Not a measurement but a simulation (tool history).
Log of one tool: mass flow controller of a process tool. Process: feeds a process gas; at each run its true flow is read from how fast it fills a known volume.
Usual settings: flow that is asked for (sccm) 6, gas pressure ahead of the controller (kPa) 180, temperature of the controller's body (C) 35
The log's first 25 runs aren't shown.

run,day,flow that is asked for (sccm),gas pressure ahead of the controller (kPa),temperature of the controller's body (C),true flow (%)
26,87.992,6,144,24,99.51
27,90.788,2,185,35,99.01
28,93.062,2,185,35,99.09
29,96.696,12,173,23,99.73
30,101.488,12,173,37,99.11
31,106.225,3,180,35,99.13
32,108.283,6,166,34,99.19
33,113.371,6,166,34,99.19

4 ways to go on from here, each from the tool as it stands after run 33. What would each give?
A,115.862,3,163,28,?
B,115.862,6,145,35,?
C,115.862,4,241,27,?
D,115.862,6,169,26,?

run,true flow (%)
A,99.4
B,99.01
C,99.72
D,99.49
Without the tool's hidden state the same runs would have given:
run,true flow (%)
A,99.42
B,99.02
C,99.73
D,99.49
